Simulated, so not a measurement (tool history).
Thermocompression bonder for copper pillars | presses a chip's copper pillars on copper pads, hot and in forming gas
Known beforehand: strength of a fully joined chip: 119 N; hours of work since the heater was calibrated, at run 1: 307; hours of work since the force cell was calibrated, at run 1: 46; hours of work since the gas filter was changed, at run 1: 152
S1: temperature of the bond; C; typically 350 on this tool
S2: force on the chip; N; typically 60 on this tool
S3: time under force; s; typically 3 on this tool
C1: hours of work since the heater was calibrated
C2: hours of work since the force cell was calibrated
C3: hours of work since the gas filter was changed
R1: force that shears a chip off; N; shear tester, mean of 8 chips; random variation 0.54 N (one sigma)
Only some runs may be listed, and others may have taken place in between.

run	hour	S1	S2	S3	C1	C2	C3	R1
1	0	350	60	3	307	46	152	81.4
2	11.1	350	60	3	314	53	159	82
3	23.7	350	60	3	321	60	167	82.2
4	34.3	350	60	3	328	67	173	82.1
5	55.6	350	60	3	341	80	186	80.7
6	68.9	350	60	3	349	88	194	80.8
7	88	350	60	3	360	99	206	80.5
8	103.8	350	60	3	370	109	216	79.2
# hour 114.1: forming gas filter changed
9	124.6	350	60	3	382	121	6	87.1
10	142	350	60	3	393	132	17	87.8
11	160.2	350	79	3	404	143	28	99
12	178.2	350	79	3	415	154	39	97.9
13	195.5	339	79	3	426	165	50	91.4
14	211.9	350	60	3	436	175	60	85.4
15	230.3	350	60	7	447	186	71	100.1
16	250.8	350	60	4	459	198	83	89.5
17	269.6	371	60	3	471	210	95	94.9
18	279	350	87	3	477	216	101	98.5
19	297.5	350	87	3	488	227	112	98.5
20	313.1	350	87	3	497	236	121	97.1
21	323.3	374	60	3	504	243	128	93.8
22	342.7	376	60	3	515	254	139	94.6
23	352.5	376	60	3	521	260	145	93.2
24	369.8	350	46	5	532	271	156	79.7
25	389.3	365	47	7	544	283	168	93.4
26	407.9	357	65	3	555	294	179	87.5
27	419.4	365	46	3	562	301	186	76.2
28	440.4	363	65	2	575	314	199	81.5
29	452.1	363	79	8	582	321	206	105
30	470	363	79	8	593	332	217	104.4
# hour 478.5: forming gas filter changed
31	481.9	363	79	8	600	339	2	115.5
32	500.1	376	66	4	611	350	13	106.7
33	511.4	352	90	3	618	357	20	103.8
34	528.7	335	48	2	629	368	31	58.1
35	546.7	367	37	6	639	378	42	86.5
36	562.7	367	37	6	649	388	51	86.6
37	582.4	350	68	3	661	400	63	90.8
38	603.6	335	39	3	674	413	76	56.1
39	623.3	350	63	4	686	425	88	92.3
40	640.7	350	63	4	697	436	99	92.5
41	656	350	63	4	706	445	108	91.2

A few steps of R1 between consecutive runs. Split each: what settings, incoming material and random variation would produce without the hidden state, and what is left over for the hidden state, along with gauge scatter present in only one of the two compared results (measured, and without hidden state):
Hidden conditions of the tool in this case: true temperature of the bond over the reading, C; force that reaches the chip, % of what is set; oxide that the forming gas leaves, % of the face; drift of the gauge itself on shear_n, %.
Run 8 -> 9: forming gas filter changed. R1 +7.9 N: hidden state +7.2, all else +0.7.
Run 28 -> 29: S2 65 -> 79, S3 2 -> 8. R1 +23.5 N: hidden state -2.2, all else +25.7.
Run 30 -> 31: forming gas filter changed. R1 +11.1 N: hidden state +9.8, all else +1.3.
Run 33 -> 34: S1 352 -> 335, S2 90 -> 48, S3 3 -> 2. R1 -45.7 N: hidden state +0.2, all else -45.9.
Run 37 -> 38: S1 350 -> 335, S2 68 -> 39. R1 -34.7 N: hidden state +0.6, all else -35.3.
Run 38 -> 39: S1 335 -> 350, S2 39 -> 63, S3 3 -> 4. R1 +36.2 N: hidden state -1.7, all else +37.9.
